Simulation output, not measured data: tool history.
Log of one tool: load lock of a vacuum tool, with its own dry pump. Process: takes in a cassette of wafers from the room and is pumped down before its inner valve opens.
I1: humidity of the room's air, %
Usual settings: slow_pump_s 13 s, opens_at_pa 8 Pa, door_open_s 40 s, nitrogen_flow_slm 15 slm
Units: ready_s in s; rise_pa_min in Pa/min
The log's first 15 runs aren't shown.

{"run": 16, "hour": 3684.3, "slow_pump_s": 6, "opens_at_pa": 8, "door_open_s": 40, "nitrogen_flow_slm": 15, "I1": 44.8, "ready_s": 22.0, "rise_pa_min": 0.183}
{"run": 17, "hour": 4014.6, "slow_pump_s": 13, "opens_at_pa": 8, "door_open_s": 40, "nitrogen_flow_slm": 15, "I1": 45.7, "ready_s": 27.2, "rise_pa_min": 0.186}
{"run": 18, "hour": 4295.1, "slow_pump_s": 13, "opens_at_pa": 8, "door_open_s": 199, "nitrogen_flow_slm": 15, "I1": 41.5, "ready_s": 27.4, "rise_pa_min": 0.216}
{"run": 19, "hour": 4645.4, "slow_pump_s": 13, "opens_at_pa": 8, "door_open_s": 199, "nitrogen_flow_slm": 15, "I1": 44.7, "ready_s": 27.3, "rise_pa_min": 0.226}
{"run": 20, "hour": 4982.2, "slow_pump_s": 20, "opens_at_pa": 11, "door_open_s": 82, "nitrogen_flow_slm": 15, "I1": 43.6, "ready_s": 31.6, "rise_pa_min": 0.206}
{"run": 21, "hour": 5234.7, "slow_pump_s": 13, "opens_at_pa": 8, "door_open_s": 40, "nitrogen_flow_slm": 34, "I1": 46.9, "ready_s": 27.1, "rise_pa_min": 0.186}
{"run": 22, "hour": 5537.9, "slow_pump_s": 13, "opens_at_pa": 14, "door_open_s": 26, "nitrogen_flow_slm": 30, "I1": 45.3, "ready_s": 26.4, "rise_pa_min": 0.19}
{"run": 23, "hour": 5863.2, "slow_pump_s": 13, "opens_at_pa": 14, "door_open_s": 120, "nitrogen_flow_slm": 30, "I1": 46.7, "ready_s": 26.3, "rise_pa_min": 0.211}
{"run": 24, "hour": 6205.1, "slow_pump_s": 13, "opens_at_pa": 15, "door_open_s": 102, "nitrogen_flow_slm": 30, "I1": 46.3, "ready_s": 26.6, "rise_pa_min": 0.223}
{"run": 25, "hour": 6496.1, "slow_pump_s": 8, "opens_at_pa": 7, "door_open_s": 168, "nitrogen_flow_slm": 8, "I1": 43.2, "ready_s": 23.7, "rise_pa_min": 0.285}
{"run": 26, "hour": 6823.2, "slow_pump_s": 8, "opens_at_pa": 7, "door_open_s": 168, "nitrogen_flow_slm": 8, "I1": 46.5, "ready_s": 24.5, "rise_pa_min": 0.291}
{"run": 27, "hour": 7151.1, "slow_pump_s": 17, "opens_at_pa": 11, "door_open_s": 40, "nitrogen_flow_slm": 19, "I1": 46.8, "ready_s": 29.6, "rise_pa_min": 0.231}
{"run": 28, "hour": 7443.2, "slow_pump_s": 7, "opens_at_pa": 8, "door_open_s": 83, "nitrogen_flow_slm": 6, "I1": 45.4, "ready_s": 23.2, "rise_pa_min": 0.285}
{"run": 29, "hour": 7622.4, "slow_pump_s": 7, "opens_at_pa": 14, "door_open_s": 83, "nitrogen_flow_slm": 5, "I1": 48.5, "ready_s": 22.5, "rise_pa_min": 0.305}
{"run": 30, "hour": 7946.5, "slow_pump_s": 10, "opens_at_pa": 7, "door_open_s": 40, "nitrogen_flow_slm": 5, "I1": 47.9, "ready_s": 26.4, "rise_pa_min": 0.286}
{"run": 31, "hour": 8141.7, "slow_pump_s": 15, "opens_at_pa": 8, "door_open_s": 52, "nitrogen_flow_slm": 15, "I1": 43.0, "ready_s": 29.2, "rise_pa_min": 0.264}
{"run": 32, "hour": 8370.6, "slow_pump_s": 13, "opens_at_pa": 7, "door_open_s": 141, "nitrogen_flow_slm": 15, "I1": 43.2, "ready_s": 28.4, "rise_pa_min": 0.288}
{"run": 33, "hour": 8626.4, "slow_pump_s": 19, "opens_at_pa": 15, "door_open_s": 33, "nitrogen_flow_slm": 8, "I1": 46.4, "ready_s": 30.3, "rise_pa_min": 0.288}
{"run": 34, "hour": 8930.2, "slow_pump_s": 19, "opens_at_pa": 15, "door_open_s": 33, "nitrogen_flow_slm": 8, "I1": 44.1, "ready_s": 30.0, "rise_pa_min": 0.291}
{"run": 35, "hour": 9257.0, "slow_pump_s": 10, "opens_at_pa": 7, "door_open_s": 93, "nitrogen_flow_slm": 13, "I1": 43.8, "ready_s": 26.8, "rise_pa_min": 0.307}
{"run": 36, "hour": 9461.6, "slow_pump_s": 16, "opens_at_pa": 8, "door_open_s": 239, "nitrogen_flow_slm": 19, "I1": 46.8, "ready_s": 29.8, "rise_pa_min": 0.316}

Forecast each of these 4 alternatives for the next run:
{"run": "A", "hour": 9699.9, "slow_pump_s": 7, "opens_at_pa": 8, "door_open_s": 178, "nitrogen_flow_slm": 4, "I1": 44.1, "ready_s": "?", "rise_pa_min": "?"}
{"run": "B", "hour": 9699.9, "slow_pump_s": 13, "opens_at_pa": 8, "door_open_s": 62, "nitrogen_flow_slm": 14, "I1": 47.2, "ready_s": "?", "rise_pa_min": "?"}
{"run": "C", "hour": 9699.9, "slow_pump_s": 8, "opens_at_pa": 8, "door_open_s": 159, "nitrogen_flow_slm": 19, "I1": 40.9, "ready_s": "?", "rise_pa_min": "?"}
{"run": "D", "hour": 9699.9, "slow_pump_s": 13, "opens_at_pa": 8, "door_open_s": 40, "nitrogen_flow_slm": 18, "I1": 46.3, "ready_s": "?", "rise_pa_min": "?"}

run=A ready_s=24.2 rise_pa_min=0.374
run=B ready_s=27.8 rise_pa_min=0.314
run=C ready_s=24.3 rise_pa_min=0.306
run=D ready_s=28.0 rise_pa_min=0.295
Without the tool's hidden state the same runs would have given:
run=A ready_s=22.1 rise_pa_min=0.123
run=B ready_s=25.9 rise_pa_min=0.059
run=C ready_s=22.3 rise_pa_min=0.052
run=D ready_s=26.2 rise_pa_min=0.044
